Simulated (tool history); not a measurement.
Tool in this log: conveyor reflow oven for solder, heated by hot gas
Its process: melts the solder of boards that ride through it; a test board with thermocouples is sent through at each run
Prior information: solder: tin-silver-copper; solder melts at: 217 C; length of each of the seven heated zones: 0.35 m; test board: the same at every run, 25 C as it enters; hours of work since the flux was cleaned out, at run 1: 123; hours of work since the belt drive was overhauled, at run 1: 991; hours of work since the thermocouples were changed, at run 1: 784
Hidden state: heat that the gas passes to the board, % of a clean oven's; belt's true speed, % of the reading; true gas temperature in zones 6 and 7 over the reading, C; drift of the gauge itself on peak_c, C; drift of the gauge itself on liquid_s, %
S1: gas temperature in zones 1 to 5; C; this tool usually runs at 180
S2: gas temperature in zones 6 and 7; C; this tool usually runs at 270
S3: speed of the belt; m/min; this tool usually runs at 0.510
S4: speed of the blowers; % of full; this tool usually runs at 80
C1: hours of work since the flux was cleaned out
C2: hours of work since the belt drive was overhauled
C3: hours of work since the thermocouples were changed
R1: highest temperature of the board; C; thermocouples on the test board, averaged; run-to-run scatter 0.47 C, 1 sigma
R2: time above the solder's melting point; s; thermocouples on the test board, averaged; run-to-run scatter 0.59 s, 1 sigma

{"run": 1, "hour": 0.0, "S1": 180, "S2": 270, "S3": 0.51, "S4": 80, "C1": 123, "C2": 991, "C3": 784, "R1": 256.2, "R2": 67.9}
{"run": 2, "hour": 17.3, "S1": 180, "S2": 270, "S3": 0.51, "S4": 80, "C1": 133, "C2": 1001, "C3": 793, "R1": 257.4, "R2": 68.0}
{"run": 3, "hour": 35.6, "S1": 180, "S2": 270, "S3": 0.51, "S4": 80, "C1": 143, "C2": 1011, "C3": 804, "R1": 256.2, "R2": 67.1}
{"run": 4, "hour": 52.8, "S1": 180, "S2": 270, "S3": 0.51, "S4": 80, "C1": 153, "C2": 1021, "C3": 813, "R1": 255.5, "R2": 66.7}
{"run": 5, "hour": 69.0, "S1": 180, "S2": 270, "S3": 0.51, "S4": 80, "C1": 162, "C2": 1030, "C3": 822, "R1": 255.3, "R2": 67.1}
{"run": 6, "hour": 101.1, "S1": 180, "S2": 270, "S3": 0.51, "S4": 52, "C1": 180, "C2": 1048, "C3": 841, "R1": 251.3, "R2": 61.9}
{"run": 7, "hour": 137.6, "S1": 180, "S2": 260, "S3": 0.51, "S4": 80, "C1": 200, "C2": 1069, "C3": 861, "R1": 246.7, "R2": 60.3}
{"hour": 167.3, "done": "belt drive overhauled, speed set with a stopwatch"}
{"run": 8, "hour": 172.5, "S1": 180, "S2": 260, "S3": 0.51, "S4": 80, "C1": 218, "C2": 3, "C3": 878, "R1": 246.7, "R2": 58.3}
{"run": 9, "hour": 196.3, "S1": 180, "S2": 270, "S3": 0.51, "S4": 81, "C1": 231, "C2": 16, "C3": 892, "R1": 254.8, "R2": 65.0}
{"run": 10, "hour": 220.5, "S1": 180, "S2": 270, "S3": 0.453, "S4": 81, "C1": 245, "C2": 30, "C3": 905, "R1": 259.3, "R2": 77.1}
{"run": 11, "hour": 258.5, "S1": 180, "S2": 265, "S3": 0.51, "S4": 80, "C1": 266, "C2": 51, "C3": 927, "R1": 250.1, "R2": 61.4}
{"run": 12, "hour": 284.5, "S1": 180, "S2": 270, "S3": 0.51, "S4": 55, "C1": 281, "C2": 66, "C3": 941, "R1": 251.4, "R2": 61.0}
{"hour": 292.4, "done": "flux residue cleaned out of gas plates and filters"}
{"run": 13, "hour": 323.7, "S1": 180, "S2": 270, "S3": 0.51, "S4": 55, "C1": 18, "C2": 85, "C3": 961, "R1": 249.0, "R2": 58.4}
{"run": 14, "hour": 344.5, "S1": 180, "S2": 270, "S3": 0.51, "S4": 55, "C1": 29, "C2": 97, "C3": 972, "R1": 249.5, "R2": 59.6}
{"hour": 355.6, "done": "flux residue cleaned out of gas plates and filters, once more"}
{"run": 15, "hour": 366.8, "S1": 180, "S2": 270, "S3": 0.51, "S4": 55, "C1": 6, "C2": 106, "C3": 982, "R1": 253.0, "R2": 64.4}
{"run": 16, "hour": 397.0, "S1": 180, "S2": 270, "S3": 0.51, "S4": 55, "C1": 23, "C2": 123, "C3": 999, "R1": 253.4, "R2": 63.8}
{"run": 17, "hour": 434.9, "S1": 180, "S2": 259, "S3": 0.51, "S4": 80, "C1": 45, "C2": 145, "C3": 1020, "R1": 249.0, "R2": 60.2}
{"run": 18, "hour": 468.0, "S1": 167, "S2": 264, "S3": 0.51, "S4": 66, "C1": 63, "C2": 163, "C3": 1039, "R1": 247.7, "R2": 53.4}
{"run": 19, "hour": 499.8, "S1": 185, "S2": 280, "S3": 0.51, "S4": 66, "C1": 81, "C2": 181, "C3": 1057, "R1": 264.6, "R2": 74.0}
{"run": 20, "hour": 524.9, "S1": 185, "S2": 280, "S3": 0.603, "S4": 66, "C1": 95, "C2": 195, "C3": 1071, "R1": 258.1, "R2": 58.1}
{"run": 21, "hour": 563.4, "S1": 171, "S2": 264, "S3": 0.484, "S4": 66, "C1": 117, "C2": 217, "C3": 1092, "R1": 250.0, "R2": 61.5}
{"run": 22, "hour": 592.3, "S1": 171, "S2": 274, "S3": 0.484, "S4": 66, "C1": 133, "C2": 233, "C3": 1109, "R1": 258.6, "R2": 68.2}
{"run": 23, "hour": 614.5, "S1": 188, "S2": 264, "S3": 0.421, "S4": 65, "C1": 146, "C2": 246, "C3": 1121, "R1": 257.1, "R2": 87.0}
{"run": 24, "hour": 649.6, "S1": 188, "S2": 264, "S3": 0.421, "S4": 65, "C1": 165, "C2": 265, "C3": 1141, "R1": 256.9, "R2": 86.6}
{"run": 25, "hour": 666.1, "S1": 188, "S2": 264, "S3": 0.421, "S4": 65, "C1": 175, "C2": 275, "C3": 1150, "R1": 257.1, "R2": 85.6}
{"run": 26, "hour": 682.5, "S1": 192, "S2": 278, "S3": 0.474, "S4": 80, "C1": 184, "C2": 284, "C3": 1159, "R1": 268.5, "R2": 85.3}
{"run": 27, "hour": 717.7, "S1": 192, "S2": 278, "S3": 0.474, "S4": 80, "C1": 203, "C2": 304, "C3": 1179, "R1": 268.5, "R2": 86.2}
{"run": 28, "hour": 744.4, "S1": 180, "S2": 280, "S3": 0.546, "S4": 80, "C1": 219, "C2": 319, "C3": 1194, "R1": 262.5, "R2": 66.3}

4 options for the next run, each taken on its own from the tool as it stands now. Forecast them:
{"run": "A", "hour": 763.0, "S1": 175, "S2": 280, "S3": 0.546, "S4": 87, "C1": 229, "C2": 329, "C3": 1205, "R1": "?", "R2": "?"}
{"run": "B", "hour": 763.0, "S1": 182, "S2": 280, "S3": 0.546, "S4": 52, "C1": 229, "C2": 329, "C3": 1205, "R1": "?", "R2": "?"}
{"run": "C", "hour": 763.0, "S1": 192, "S2": 280, "S3": 0.546, "S4": 55, "C1": 229, "C2": 329, "C3": 1205, "R1": "?", "R2": "?"}
{"run": "D", "hour": 763.0, "S1": 180, "S2": 265, "S3": 0.556, "S4": 80, "C1": 229, "C2": 329, "C3": 1205, "R1": "?", "R2": "?"}

run=A R1=263.3 R2=64.6
run=B R1=257.9 R2=62.2
run=C R1=259.9 R2=68.0
run=D R1=249.2 R2=55.3
Without the tool's hidden state the same runs would have given:
run=A R1=262.4 R2=64.3
run=B R1=256.8 R2=61.6
run=C R1=258.5 R2=67.4
run=D R1=248.0 R2=55.1
